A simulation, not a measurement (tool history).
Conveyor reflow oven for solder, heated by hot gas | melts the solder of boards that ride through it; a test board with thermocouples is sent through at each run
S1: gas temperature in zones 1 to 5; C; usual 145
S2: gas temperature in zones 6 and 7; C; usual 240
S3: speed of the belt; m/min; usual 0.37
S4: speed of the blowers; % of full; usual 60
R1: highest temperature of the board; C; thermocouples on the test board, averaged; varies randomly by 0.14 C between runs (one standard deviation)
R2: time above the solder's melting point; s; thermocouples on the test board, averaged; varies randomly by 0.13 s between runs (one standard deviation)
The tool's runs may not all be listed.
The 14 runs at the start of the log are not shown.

run	day	S1	S2	S3	S4	R1	R2
15	12.021	145	247	0.37	60	222.4	79.1
# day 12.796: flux residue cleaned out of gas plates and filters
16	13.229	145	247	0.37	60	222.4	79.2
17	13.967	145	247	0.37	60	222.4	79.2
# day 14.112: thermocouples of zones 6 and 7 changed
18	15.133	145	237	0.302	60	221.1	97.3
19	15.688	157	240	0.37	57	219.3	82.9
20	16.325	157	240	0.341	52	220.1	91.9
21	17.225	157	244	0.341	61	225.8	96.4
22	17.758	149	231	0.347	63	213.3	78.1
23	18.638	131	231	0.431	63	200.6	38.1
24	19.525	145	245	0.351	60	222.7	84.5
25	20.346	152	245	0.357	54	222.2	85.9
26	21.283	152	245	0.357	54	222.1	86
27	22.238	156	240	0.37	82	223.1	86.7
28	22.825	139	253	0.423	60	219.7	64.2
29	23.888	139	253	0.423	60	219.6	63.8
30	24.75	139	253	0.423	60	219.3	63.9

Predict each of these 5 candidate next runs independently; none follows another, all start after run 30:
A	25.8	145	235	0.37	60	?	?
B	25.8	139	253	0.307	80	?	?
C	25.8	139	240	0.37	80	?	?
D	25.8	145	240	0.389	81	?	?
E	25.8	139	234	0.423	60	?	?

run	R1	R2
A	213	69.4
B	237.5	106.4
C	219.7	74.8
D	219.4	73
E	205.4	48.2
Stripped of hidden state, with their random variation kept, the same runs would have yielded:
run	R1	R2
A	213	69.4
B	237.5	106.3
C	219.7	74.8
D	219.4	73
E	205.4	48.1

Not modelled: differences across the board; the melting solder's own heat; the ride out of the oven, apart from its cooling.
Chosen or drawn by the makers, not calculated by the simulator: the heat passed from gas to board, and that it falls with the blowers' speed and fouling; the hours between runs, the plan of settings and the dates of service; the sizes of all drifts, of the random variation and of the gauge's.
